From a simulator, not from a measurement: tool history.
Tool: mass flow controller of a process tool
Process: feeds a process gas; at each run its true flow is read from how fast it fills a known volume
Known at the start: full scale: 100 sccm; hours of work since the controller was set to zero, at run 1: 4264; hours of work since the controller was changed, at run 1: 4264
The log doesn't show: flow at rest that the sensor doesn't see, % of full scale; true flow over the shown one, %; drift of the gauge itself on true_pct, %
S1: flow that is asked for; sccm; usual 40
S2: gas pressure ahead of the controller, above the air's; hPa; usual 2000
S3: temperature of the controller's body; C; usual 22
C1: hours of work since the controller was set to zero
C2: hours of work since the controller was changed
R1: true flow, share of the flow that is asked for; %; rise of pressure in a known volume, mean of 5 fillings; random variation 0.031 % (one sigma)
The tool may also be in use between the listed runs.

Run 1, hour 0: usual settings; C1 4264; C2 4264. Result: R1 98.66 %.
Run 2, hour 181.4: usual settings; C1 4319; C2 4319. Result: R1 98.64 %.
Run 3, hour 312.6: usual settings; C1 4359; C2 4359. Result: R1 98.64 %.
Run 4, hour 430.4: usual settings; C1 4395; C2 4395. Result: R1 98.62 %.
Run 5, hour 553.1: usual settings; C1 4433; C2 4433. Result: R1 98.66 %.
Run 6, hour 713: usual settings; C1 4481; C2 4481. Result: R1 98.7 %.
Run 7, hour 901.8: usual settings but S1 27 sccm; C1 4539; C2 4539. Result: R1 97.5 %.
Run 8, hour 1095: usual settings but S1 27 sccm; C1 4598; C2 4598. Result: R1 97.49 %.
Run 9, hour 1259.1: usual settings but S1 27 sccm; C1 4648; C2 4648. Result: R1 97.47 %.
Run 10, hour 1342.9: usual settings but S2 1970 hPa; C1 4674; C2 4674. Result: R1 98.68 %.
Run 11, hour 1444.3: usual settings but S2 1970 hPa; C1 4705; C2 4705. Result: R1 98.68 %.
Run 12, hour 1544.7: usual settings but S2 1970 hPa; C1 4735; C2 4735. Result: R1 98.61 %.
Run 13, hour 1730.8: usual settings; C1 4792; C2 4792. Result: R1 98.61 %.
Run 14, hour 1905.4: usual settings but S1 45 sccm; C1 4845; C2 4845. Result: R1 98.98 %.
Run 15, hour 2049.6: usual settings but S3 33 C; C1 4889; C2 4889. Result: R1 99 %.
Run 16, hour 2212: usual settings but S2 2260 hPa; C1 4939; C2 4939. Result: R1 98.44 %.
Run 17, hour 2367.3: usual settings but S2 2260 hPa; C1 4986; C2 4986. Result: R1 98.45 %.
Run 18, hour 2545: usual settings but S2 2260 hPa; C1 5041; C2 5041. Result: R1 98.5 %.
Run 19, hour 2657.5: usual settings but S2 2260 hPa; C1 5075; C2 5075. Result: R1 98.5 %.
Run 20, hour 2833.7: usual settings but S1 21 sccm, S2 1910 hPa, S3 26 C; C1 5129; C2 5129. Result: R1 96.51 %.
Run 21, hour 3006.9: usual settings but S1 21 sccm, S2 2020 hPa, S3 34 C; C1 5182; C2 5182. Result: R1 96.67 %.
Run 22, hour 3108: usual settings but S1 75 sccm, S2 1500 hPa; C1 5213; C2 5213. Result: R1 100.64 %.
Run 23, hour 3239.3: usual settings but S1 48 sccm, S2 2580 hPa, S3 37 C; C1 5253; C2 5253. Result: R1 99.29 %.
Run 24, hour 3387.1: usual settings but S1 28 sccm, S2 1750 hPa, S3 21 C; C1 5298; C2 5298. Result: R1 97.55 %.
Run 25, hour 3537.9: usual settings but S2 2180 hPa; C1 5344; C2 5344. Result: R1 98.47 %.
Run 26, hour 3704.9: usual settings but S2 2180 hPa; C1 5395; C2 5395. Result: R1 98.53 %.
Run 27, hour 3868.9: usual settings but S2 2180 hPa; C1 5445; C2 5445. Result: R1 98.49 %.
Run 28, hour 3958.4: usual settings but S2 2740 hPa, S3 39 C; C1 5472; C2 5472. Result: R1 98.64 %.
Run 29, hour 4123.8: usual settings but S1 11 sccm, S2 2780 hPa, S3 36 C; C1 5523; C2 5523. Result: R1 92.16 %.
Run 30, hour 4320.3: usual settings but S1 29 sccm, S2 2500 hPa; C1 5583; C2 5583. Result: R1 97.25 %.
Run 31, hour 4492.9: usual settings but S1 32 sccm, S2 1490 hPa, S3 28 C; C1 5635; C2 5635. Result: R1 98.38 %.
At hour 4558.5: controller exchanged for a calibrated one.
Run 32, hour 4643.9: usual settings but S1 18 sccm, S2 1610 hPa; C1 26; C2 26. Result: R1 98.43 %.
Run 33, hour 4837.6: usual settings but S1 36 sccm, S3 31 C; C1 85; C2 85. Result: R1 98.89 %.
Run 34, hour 4924.2: usual settings but S1 35 sccm, S2 2790 hPa, S3 24 C; C1 112; C2 112. Result: R1 98.13 %.
Run 35, hour 5066.9: usual settings but S1 12 sccm, S2 1870 hPa, S3 38 C; C1 155; C2 155. Result: R1 98.45 %.
Run 36, hour 5260.1: usual settings but S1 85 sccm; C1 214; C2 214. Result: R1 99.65 %.
Run 37, hour 5442: usual settings but S1 94 sccm, S2 2070 hPa, S3 33 C; C1 270; C2 270. Result: R1 100.15 %.

Forecast each of these 5 alternatives for the next run:
Run A, hour 5603.3: usual settings but S1 94 sccm, S2 2240 hPa, S3 26 C; C1 319; C2 319. Result: R1 ?.
Run B, hour 5603.3: usual settings but S1 31 sccm, S2 2150 hPa, S3 20 C; C1 319; C2 319. Result: R1 ?.
Run C, hour 5603.3: usual settings but S1 23 sccm, S2 1820 hPa, S3 34 C; C1 319; C2 319. Result: R1 ?.
Run D, hour 5603.3: usual settings but S1 11 sccm, S2 2070 hPa, S3 33 C; C1 319; C2 319. Result: R1 ?.
Run E, hour 5603.3: usual settings but S1 32 sccm, S2 1920 hPa, S3 24 C; C1 319; C2 319. Result: R1 ?.

run     R1
  A  99.88
  B  98.28
  C   98.7
  D  97.94
  E  98.56
Without the tool's hidden state the same runs would have given:
run     R1
  A  99.81
  B  98.33
  C  98.82
  D  98.32
  E   98.6
